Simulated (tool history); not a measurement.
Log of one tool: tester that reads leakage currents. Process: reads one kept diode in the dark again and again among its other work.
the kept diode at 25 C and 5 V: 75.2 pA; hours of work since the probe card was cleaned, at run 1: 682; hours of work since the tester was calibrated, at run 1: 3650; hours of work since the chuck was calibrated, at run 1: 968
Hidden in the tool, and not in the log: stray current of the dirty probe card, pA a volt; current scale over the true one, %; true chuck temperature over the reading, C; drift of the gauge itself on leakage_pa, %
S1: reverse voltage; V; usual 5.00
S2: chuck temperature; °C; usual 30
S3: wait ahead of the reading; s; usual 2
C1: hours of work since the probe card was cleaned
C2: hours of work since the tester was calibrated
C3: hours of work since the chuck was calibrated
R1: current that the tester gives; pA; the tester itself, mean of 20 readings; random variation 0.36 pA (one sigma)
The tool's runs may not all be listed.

run	day	S1	S2	S3	C1	C2	C3	R1
1	0.000	5.00	30	2	682	3650	968	120.35
2	4.742	5.00	30	2	768	3737	1054	119.06
3	7.454	5.00	30	2	818	3786	1104	119.20
4	9.871	5.00	30	2	862	3830	1148	119.80
5	12.408	5.00	41	2	908	3877	1195	310.52
6	15.708	4.47	30	2	969	3937	1255	113.59
7	19.733	4.47	30	2	1042	4011	1328	113.23
# day 21.050: tester calibrated
8	22.971	5.00	30	2	1100	35	1386	120.08
9	25.400	8.99	30	2	1144	80	1430	157.79
10	27.983	8.99	30	2	1191	127	1478	157.44

Run 11 comes next. What will it give?
11	32.871	1.66	30	2	1281	216	1567	?

R1: 71.72 pA
Without the tool's hidden state the same run would have given R1 71.76 pA.
